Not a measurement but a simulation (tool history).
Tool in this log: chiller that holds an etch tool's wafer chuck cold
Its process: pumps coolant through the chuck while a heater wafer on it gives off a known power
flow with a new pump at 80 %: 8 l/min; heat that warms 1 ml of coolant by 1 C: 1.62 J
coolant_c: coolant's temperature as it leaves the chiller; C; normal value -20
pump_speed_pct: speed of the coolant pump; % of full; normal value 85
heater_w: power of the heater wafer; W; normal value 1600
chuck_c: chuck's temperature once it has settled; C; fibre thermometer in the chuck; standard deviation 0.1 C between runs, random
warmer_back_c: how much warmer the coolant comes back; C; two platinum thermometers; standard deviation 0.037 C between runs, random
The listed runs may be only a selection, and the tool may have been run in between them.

run 1 hour=0 | coolant_c=-20 pump_speed_pct=85 heater_w=1600 | chuck_c=-3.1 warmer_back_c=7.18
run 2 hour=144.2 | coolant_c=-20 pump_speed_pct=85 heater_w=1600 | chuck_c=-2.8 warmer_back_c=7.15
run 3 hour=238.4 | coolant_c=-20 pump_speed_pct=85 heater_w=912 | chuck_c=-10.6 warmer_back_c=4.09
run 4 hour=389.5 | coolant_c=-20 pump_speed_pct=85 heater_w=912 | chuck_c=-10.3 warmer_back_c=4.08
run 5 hour=520.7 | coolant_c=-20 pump_speed_pct=85 heater_w=912 | chuck_c=-10.3 warmer_back_c=4.1
run 6 hour=608.5 | coolant_c=-20 pump_speed_pct=85 heater_w=912 | chuck_c=-10.2 warmer_back_c=4.12
run 7 hour=758.3 | coolant_c=-20 pump_speed_pct=85 heater_w=1600 | chuck_c=-2.4 warmer_back_c=7.28
run 8 hour=861.7 | coolant_c=-20 pump_speed_pct=85 heater_w=1600 | chuck_c=-2.6 warmer_back_c=7.23
run 9 hour=942.1 | coolant_c=-20 pump_speed_pct=63 heater_w=1600 | chuck_c=3 warmer_back_c=9.87
run 10 hour=1030.6 | coolant_c=-20 pump_speed_pct=89 heater_w=1600 | chuck_c=-3 warmer_back_c=6.92
run 11 hour=1114.5 | coolant_c=-23 pump_speed_pct=60 heater_w=2129 | chuck_c=9.5 warmer_back_c=13.91
run 12 hour=1228.4 | coolant_c=-19 pump_speed_pct=85 heater_w=1600 | chuck_c=-1.2 warmer_back_c=7.32
run 13 hour=1299.5 | coolant_c=-19 pump_speed_pct=85 heater_w=1600 | chuck_c=-1.2 warmer_back_c=7.32

What will run 14 give?
run 14 hour=1385 | coolant_c=-26 pump_speed_pct=95 heater_w=1600 | chuck_c=? warmer_back_c=?

Run 14 produced chuck_c -9.7 C, warmer_back_c 6.49 C.
The same run, on a tool lacking any hidden state, would have yielded chuck_c -11.3 C, warmer_back_c 6.2 C.
